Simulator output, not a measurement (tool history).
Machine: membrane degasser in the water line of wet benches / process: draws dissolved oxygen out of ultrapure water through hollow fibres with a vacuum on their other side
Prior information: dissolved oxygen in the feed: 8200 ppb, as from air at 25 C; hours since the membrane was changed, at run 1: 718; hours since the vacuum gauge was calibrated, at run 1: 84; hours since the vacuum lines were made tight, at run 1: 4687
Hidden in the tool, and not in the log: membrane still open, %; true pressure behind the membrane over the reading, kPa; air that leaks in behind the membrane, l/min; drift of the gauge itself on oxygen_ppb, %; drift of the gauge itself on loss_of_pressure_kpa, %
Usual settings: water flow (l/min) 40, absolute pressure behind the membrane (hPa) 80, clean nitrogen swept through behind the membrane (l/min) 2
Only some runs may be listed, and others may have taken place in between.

run	hour	water flow (l/min)	absolute pressure behind the membrane (hPa)	clean nitrogen swept through behind the membrane (l/min)	hours since the membrane was changed	hours since the vacuum gauge was calibrated	hours since the vacuum lines were made tight	dissolved oxygen in the water behind the degasser (ppb)	pressure that the water loses in the fibres (hPa)
1	0	40	80	2	718	84	4687	422.8	573.8
2	58.9	40	58	2	776	143	4746	326.4	569.5
3	91.2	41	80	2	809	175	4778	436.6	584.9
4	151.6	40	80	2	869	236	4838	416.8	572
5	206.8	40	80	2	924	291	4894	419.8	570
6	234.9	40	80	2	952	319	4922	417.4	567.4
7	296.6	25	80	2	1014	381	4983	191.8	359.2
8	345.2	40	65.8	2	1063	429	5032	356	571.2
9	375.7	40	80	2	1093	460	5063	415.9	568.3
10	427.9	40	80	2	1146	512	5115	416.8	571.5
11	456.7	49	80	2	1174	541	5144	571.8	701.3
12	494.5	40	80	0.85	1212	578	5181	619.3	567.6
13	549	40	80	0.85	1267	633	5236	619.8	569.6

Forecast run 14:
14	599	29	59.3	2.15	1317	683	5286	?	?

dissolved oxygen in the water behind the degasser (ppb): 173.7
pressure that the water loses in the fibres (hPa): 415.8
Minus the tool's unlogged condition, the same run would have read dissolved oxygen in the water behind the degasser (ppb) 173.6, pressure that the water loses in the fibres (hPa) 415.8.
